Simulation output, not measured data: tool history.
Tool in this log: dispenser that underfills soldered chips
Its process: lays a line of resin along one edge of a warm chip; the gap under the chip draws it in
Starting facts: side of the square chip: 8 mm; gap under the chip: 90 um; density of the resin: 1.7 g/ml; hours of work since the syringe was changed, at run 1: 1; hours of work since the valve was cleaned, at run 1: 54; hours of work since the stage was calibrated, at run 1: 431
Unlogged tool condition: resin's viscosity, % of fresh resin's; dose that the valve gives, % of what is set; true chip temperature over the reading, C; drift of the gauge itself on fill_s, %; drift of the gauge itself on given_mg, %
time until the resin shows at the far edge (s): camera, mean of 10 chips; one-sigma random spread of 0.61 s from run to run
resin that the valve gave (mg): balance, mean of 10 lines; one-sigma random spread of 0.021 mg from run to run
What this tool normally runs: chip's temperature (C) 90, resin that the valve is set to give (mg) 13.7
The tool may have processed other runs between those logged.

run     day  chip's temperature (C)  resin that the valve is set to give (mg)  hours of work since the syringe was changed  hours of work since the valve was cleaned  hours of work since the stage was calibrated  time until the resin shows at the far edge (s)  resin that the valve gave (mg)
  1       0                      90                                      13.7                                            1                                         54                                           431                                            57.3                           13.42
  2   0.425                      90                                      13.7                                            8                                         61                                           439                                            88.4                           13.38
      0.492  -- new syringe of resin
      0.846  -- stage's temperature calibrated
      1.062  -- new syringe of resin
  3   1.071                      90                                      15.9                                            0                                         71                                             4                                            52.7                            15.5
      1.567  -- new syringe of resin
  4   1.662                      90                                      15.9                                            2                                         80                                            13                                            57.9                           15.41
      2.067  -- new syringe of resin
  5   2.179                      82                                      13.7                                            2                                         89                                            22                                            75.9                           13.24
      2.333  -- dispensing valve cleaned and set on the balance
      2.608  -- new syringe of resin
  6   2.746                      82                                      13.7                                            2                                          7                                            30                                            77.1                           13.63
      3.129  -- new syringe of resin
  7   3.129                      82                                      13.7                                            0                                         13                                            36                                            66.4                           13.58
      3.621  -- new syringe of resin
  8   3.633                      89                                      13.7                                            0                                         21                                            44                                            56.6                           13.55
  9   4.038                      89                                      13.7                                            7                                         28                                            51                                            85.9                           13.55
      4.154  -- new syringe of resin
 10   4.517                      96                                      13.7                                            6                                         35                                            59                                            65.6                           13.45
      4.671  -- new syringe of resin
 11   5.112                      96                                      13.7                                            7                                         45                                            68                                            72.3                           13.45
      5.188  -- new syringe of resin
 12   5.462                      96                                      13.7                                            5                                         51                                            74                                            61.7                           13.38
      5.733  -- new syringe of resin
 13   5.925                      83                                      13.2                                            3                                         58                                            82                                            80.2                           12.88
       6.25  -- new syringe of resin
 14   6.592                      83                                      13.2                                            6                                         69                                            92                                              95                           12.84
      6.754  -- new syringe of resin
 15   7.029                      88                                      13.1                                            5                                         76                                            99                                              77                           12.72
      7.283  -- new syringe of resin
 16   7.396                      93                                      11.7                                            2                                         82                                           105                                            58.4                           11.31
      7.829  -- new syringe of resin
      7.962  -- dispensing valve cleaned and set on the balance
 17   8.092                      90                                      13.9                                            4                                          2                                           116                                            68.4                            13.9
      8.388  -- new syringe of resin
 18    8.45                      90                                      13.9                                            1                                          8                                           122                                            57.5                           13.89
      8.904  -- new syringe of resin
 19   9.004                      90                                      13.9                                            2                                         17                                           131                                            58.2                           13.84
      9.433  -- new syringe of resin
 20   9.521                      86                                      16.4                                            1                                         25                                           139                                            64.2                           16.26
 21   9.792                      92                                      13.7                                            6                                         30                                           144                                            73.7                           13.55
      9.958  -- new syringe of resin
 22  10.212                      92                                      13.7                                            4                                         36                                           150                                            64.5                           13.57

5 ways to go on from here, each from the tool as it stands after run 22. What would each give?
     10.479  -- new syringe of resin
  A  10.8                      77                                      17.1                                            5                                         46                                           160                                               ?                               ?
     10.479  -- new syringe of resin
  B  10.8                     104                                      12.5                                            5                                         46                                           160                                               ?                               ?
     10.479  -- new syringe of resin
  C  10.8                      80                                      14.2                                            5                                         46                                           160                                               ?                               ?
     10.479  -- new syringe of resin
  D  10.8                      97                                      16.6                                            5                                         46                                           160                                               ?                               ?
     10.479  -- new syringe of resin
  E  10.8                     101                                      13.1                                            5                                         46                                           160                                               ?                               ?

run  time until the resin shows at the far edge (s)  resin that the valve gave (mg)
  A                                           104.7                           16.81
  B                                              51                           12.29
  C                                            98.5                           13.97
  D                                            58.8                           16.32
  E                                            56.3                           12.88
Without the tool's unlogged condition, the same runs would have read:
run  time until the resin shows at the far edge (s)  resin that the valve gave (mg)
  A                                            75.3                           17.07
  B                                            36.5                           12.49
  C                                            70.9                           14.19
  D                                            42.6                           16.58
  E                                            40.5                           13.08
